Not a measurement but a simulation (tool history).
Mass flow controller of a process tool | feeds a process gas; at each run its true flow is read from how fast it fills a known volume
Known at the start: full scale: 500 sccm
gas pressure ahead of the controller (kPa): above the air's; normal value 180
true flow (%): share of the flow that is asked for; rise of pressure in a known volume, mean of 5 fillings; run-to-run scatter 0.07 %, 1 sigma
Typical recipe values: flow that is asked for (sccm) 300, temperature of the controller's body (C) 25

run,hour,flow that is asked for (sccm),gas pressure ahead of the controller (kPa),temperature of the controller's body (C),true flow (%)
1,0,300,180,25,99.04
2,155.7,300,180,25,99.02
3,310.8,300,220,25,99.1
4,529.3,137,220,25,98.28
5,796.6,137,220,25,98.23
6,1109.1,137,220,25,98.34
7,1348.8,137,220,25,98.52
8,1494.7,57,144,26,98.44
9,1709,104,275,26,98.36
10,1856,181,278,23,98.51
11,2032.2,181,278,23,98.81
12,2242.8,300,266,25,99.57
13,2510.8,300,167,32,100.54
14,2801.8,300,241,28,100.04

Some steps in true flow (%) between neighbouring runs. How much of each would the tool show without its hidden state too (settings, what came in, random variation), and how much is left for the hidden state, with any gauge scatter that isn't in both results?
The tool's hidden condition here consists of: flow at rest that the sensor doesn't see, % of full scale; true flow over the shown one, %; drift of the gauge itself on true_pct, %.
Run 5 -> 6: nothing adjusted, nothing logged. true flow (%) +0.11: hidden state +0.1, all else +0.01.
Run 12 -> 13: gas pressure ahead of the controller (kPa) 266 -> 167, temperature of the controller's body (C) 25 -> 32. true flow (%) +0.97: hidden state +0.09, all else +0.88.
